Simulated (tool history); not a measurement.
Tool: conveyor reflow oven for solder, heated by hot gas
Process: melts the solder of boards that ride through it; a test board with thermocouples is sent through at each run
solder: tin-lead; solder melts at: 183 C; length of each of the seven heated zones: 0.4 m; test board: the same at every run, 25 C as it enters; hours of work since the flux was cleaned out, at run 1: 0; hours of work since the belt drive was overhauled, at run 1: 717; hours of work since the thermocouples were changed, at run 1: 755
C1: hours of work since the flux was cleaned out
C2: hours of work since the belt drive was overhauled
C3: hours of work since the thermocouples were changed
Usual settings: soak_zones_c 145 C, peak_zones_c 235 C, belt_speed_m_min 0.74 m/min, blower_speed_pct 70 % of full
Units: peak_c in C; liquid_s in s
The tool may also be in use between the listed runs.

{"run": 1, "hour": 0.0, "soak_zones_c": 145, "peak_zones_c": 235, "belt_speed_m_min": 0.74, "blower_speed_pct": 70, "C1": 0, "C2": 717, "C3": 755, "peak_c": 223.76, "liquid_s": 55.7}
{"hour": 11.4, "done": "thermocouples of zones 6 and 7 changed"}
{"run": 2, "hour": 56.6, "soak_zones_c": 145, "peak_zones_c": 235, "belt_speed_m_min": 0.74, "blower_speed_pct": 70, "C1": 40, "C2": 757, "C3": 33, "peak_c": 221.82, "liquid_s": 54.6}
{"run": 3, "hour": 88.9, "soak_zones_c": 145, "peak_zones_c": 235, "belt_speed_m_min": 0.74, "blower_speed_pct": 70, "C1": 64, "C2": 780, "C3": 57, "peak_c": 221.91, "liquid_s": 54.9}
{"run": 4, "hour": 152.1, "soak_zones_c": 145, "peak_zones_c": 235, "belt_speed_m_min": 0.74, "blower_speed_pct": 70, "C1": 110, "C2": 827, "C3": 103, "peak_c": 221.67, "liquid_s": 54.6}
{"run": 5, "hour": 193.3, "soak_zones_c": 145, "peak_zones_c": 235, "belt_speed_m_min": 0.74, "blower_speed_pct": 70, "C1": 140, "C2": 857, "C3": 133, "peak_c": 221.87, "liquid_s": 54.7}
{"run": 6, "hour": 243.4, "soak_zones_c": 145, "peak_zones_c": 235, "belt_speed_m_min": 0.74, "blower_speed_pct": 70, "C1": 177, "C2": 894, "C3": 170, "peak_c": 221.57, "liquid_s": 54.8}
{"run": 7, "hour": 306.9, "soak_zones_c": 145, "peak_zones_c": 243, "belt_speed_m_min": 0.74, "blower_speed_pct": 70, "C1": 223, "C2": 940, "C3": 216, "peak_c": 228.54, "liquid_s": 58.2}
{"hour": 350.6, "done": "flux residue cleaned out of gas plates and filters"}
{"run": 8, "hour": 352.6, "soak_zones_c": 145, "peak_zones_c": 243, "belt_speed_m_min": 0.74, "blower_speed_pct": 70, "C1": 1, "C2": 970, "C3": 246, "peak_c": 229.89, "liquid_s": 59.2}
{"run": 9, "hour": 416.0, "soak_zones_c": 145, "peak_zones_c": 235, "belt_speed_m_min": 0.74, "blower_speed_pct": 70, "C1": 48, "C2": 1016, "C3": 292, "peak_c": 222.57, "liquid_s": 55.7}
{"run": 10, "hour": 450.2, "soak_zones_c": 145, "peak_zones_c": 235, "belt_speed_m_min": 0.74, "blower_speed_pct": 70, "C1": 73, "C2": 1041, "C3": 317, "peak_c": 222.56, "liquid_s": 55.6}
{"run": 11, "hour": 488.5, "soak_zones_c": 145, "peak_zones_c": 235, "belt_speed_m_min": 0.74, "blower_speed_pct": 70, "C1": 101, "C2": 1069, "C3": 345, "peak_c": 222.56, "liquid_s": 55.6}
{"run": 12, "hour": 533.8, "soak_zones_c": 145, "peak_zones_c": 235, "belt_speed_m_min": 0.74, "blower_speed_pct": 65, "C1": 134, "C2": 1102, "C3": 378, "peak_c": 221.41, "liquid_s": 55}
{"run": 13, "hour": 592.4, "soak_zones_c": 145, "peak_zones_c": 235, "belt_speed_m_min": 0.74, "blower_speed_pct": 65, "C1": 177, "C2": 1145, "C3": 421, "peak_c": 221.38, "liquid_s": 55}
{"run": 14, "hour": 637.5, "soak_zones_c": 145, "peak_zones_c": 235, "belt_speed_m_min": 0.74, "blower_speed_pct": 65, "C1": 210, "C2": 1178, "C3": 454, "peak_c": 221.19, "liquid_s": 54.7}
{"run": 15, "hour": 678.5, "soak_zones_c": 145, "peak_zones_c": 235, "belt_speed_m_min": 0.74, "blower_speed_pct": 65, "C1": 240, "C2": 1208, "C3": 484, "peak_c": 221.23, "liquid_s": 54.7}
{"hour": 700.7, "done": "flux residue cleaned out of gas plates and filters"}
{"run": 16, "hour": 726.1, "soak_zones_c": 158, "peak_zones_c": 247, "belt_speed_m_min": 0.74, "blower_speed_pct": 70, "C1": 19, "C2": 1239, "C3": 515, "peak_c": 236.06, "liquid_s": 66}
{"run": 17, "hour": 763.8, "soak_zones_c": 145, "peak_zones_c": 235, "belt_speed_m_min": 0.704, "blower_speed_pct": 65, "C1": 46, "C2": 1267, "C3": 543, "peak_c": 223.89, "liquid_s": 59.7}
{"hour": 772.8, "done": "belt drive overhauled, speed set with a stopwatch"}
{"run": 18, "hour": 797.6, "soak_zones_c": 138, "peak_zones_c": 235, "belt_speed_m_min": 0.74, "blower_speed_pct": 70, "C1": 68, "C2": 18, "C3": 565, "peak_c": 222.69, "liquid_s": 54.2}
{"run": 19, "hour": 834.4, "soak_zones_c": 138, "peak_zones_c": 235, "belt_speed_m_min": 0.74, "blower_speed_pct": 70, "C1": 95, "C2": 45, "C3": 592, "peak_c": 222.52, "liquid_s": 54}

Forecast run 20:
{"run": 20, "hour": 894.9, "soak_zones_c": 138, "peak_zones_c": 235, "belt_speed_m_min": 0.74, "blower_speed_pct": 70, "C1": 139, "C2": 89, "C3": 636, "peak_c": "?", "liquid_s": "?"}

{"run 20": {"peak_c": 222.46, "liquid_s": 54.1}}
Without the tool's hidden state the same run would have given peak_c 220.58 C, liquid_s 50.9 s.

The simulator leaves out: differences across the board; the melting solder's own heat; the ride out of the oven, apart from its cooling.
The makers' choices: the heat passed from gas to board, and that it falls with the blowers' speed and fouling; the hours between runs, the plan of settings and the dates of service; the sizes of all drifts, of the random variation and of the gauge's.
